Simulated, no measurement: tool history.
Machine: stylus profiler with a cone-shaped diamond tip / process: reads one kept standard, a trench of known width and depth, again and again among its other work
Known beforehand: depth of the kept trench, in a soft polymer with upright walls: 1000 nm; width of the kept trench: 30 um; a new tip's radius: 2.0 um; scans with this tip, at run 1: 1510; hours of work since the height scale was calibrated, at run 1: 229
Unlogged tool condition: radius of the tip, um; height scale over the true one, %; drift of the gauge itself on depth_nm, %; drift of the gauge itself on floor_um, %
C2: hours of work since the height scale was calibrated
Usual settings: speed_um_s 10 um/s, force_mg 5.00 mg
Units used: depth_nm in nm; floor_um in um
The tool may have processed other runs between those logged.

{"run": 1, "hour": 0.0, "speed_um_s": 10, "force_mg": 5.0, "scans with this tip": 1510, "C2": 229, "depth_nm": 1018.53, "floor_um": 25.87}
{"run": 2, "hour": 12.3, "speed_um_s": 10, "force_mg": 12.46, "scans with this tip": 1559, "C2": 237, "depth_nm": 1033.43, "floor_um": 25.85}
{"run": 3, "hour": 20.1, "speed_um_s": 10, "force_mg": 12.46, "scans with this tip": 1590, "C2": 242, "depth_nm": 1033.32, "floor_um": 25.86}
{"run": 4, "hour": 30.9, "speed_um_s": 10, "force_mg": 6.18, "scans with this tip": 1633, "C2": 248, "depth_nm": 1021.45, "floor_um": 25.77}
{"run": 5, "hour": 43.2, "speed_um_s": 10, "force_mg": 6.18, "scans with this tip": 1682, "C2": 256, "depth_nm": 1021.1, "floor_um": 25.75}
{"run": 6, "hour": 55.2, "speed_um_s": 10, "force_mg": 6.18, "scans with this tip": 1730, "C2": 263, "depth_nm": 1021.58, "floor_um": 25.78}
{"run": 7, "hour": 63.8, "speed_um_s": 10, "force_mg": 6.18, "scans with this tip": 1764, "C2": 268, "depth_nm": 1020.98, "floor_um": 25.77}
{"run": 8, "hour": 78.3, "speed_um_s": 10, "force_mg": 6.18, "scans with this tip": 1821, "C2": 277, "depth_nm": 1021.32, "floor_um": 25.77}
{"run": 9, "hour": 88.5, "speed_um_s": 23, "force_mg": 4.02, "scans with this tip": 1862, "C2": 283, "depth_nm": 1016.43, "floor_um": 25.67}
{"run": 10, "hour": 103.1, "speed_um_s": 23, "force_mg": 4.02, "scans with this tip": 1920, "C2": 292, "depth_nm": 1016.16, "floor_um": 25.67}
{"run": 11, "hour": 116.1, "speed_um_s": 3, "force_mg": 8.83, "scans with this tip": 1972, "C2": 300, "depth_nm": 1027.31, "floor_um": 25.76}
{"run": 12, "hour": 132.4, "speed_um_s": 3, "force_mg": 8.83, "scans with this tip": 2037, "C2": 310, "depth_nm": 1027.17, "floor_um": 25.64}

Here are 3 independent what-if runs from the current tool condition. What would each one return?
{"run": "A", "hour": 143.6, "speed_um_s": 17, "force_mg": 5.64, "scans with this tip": 2081, "C2": 316, "depth_nm": "?", "floor_um": "?"}
{"run": "B", "hour": 143.6, "speed_um_s": 5, "force_mg": 5.0, "scans with this tip": 2081, "C2": 316, "depth_nm": "?", "floor_um": "?"}
{"run": "C", "hour": 143.6, "speed_um_s": 22, "force_mg": 13.45, "scans with this tip": 2081, "C2": 316, "depth_nm": "?", "floor_um": "?"}

run=A depth_nm=1019.97 floor_um=25.57
run=B depth_nm=1018.60 floor_um=25.62
run=C depth_nm=1035.47 floor_um=25.67
With the hidden condition removed and each run's random variation left untouched, the same runs would have given:
run=A depth_nm=1018.94 floor_um=26.46
run=B depth_nm=1017.57 floor_um=26.51
run=C depth_nm=1034.42 floor_um=26.56

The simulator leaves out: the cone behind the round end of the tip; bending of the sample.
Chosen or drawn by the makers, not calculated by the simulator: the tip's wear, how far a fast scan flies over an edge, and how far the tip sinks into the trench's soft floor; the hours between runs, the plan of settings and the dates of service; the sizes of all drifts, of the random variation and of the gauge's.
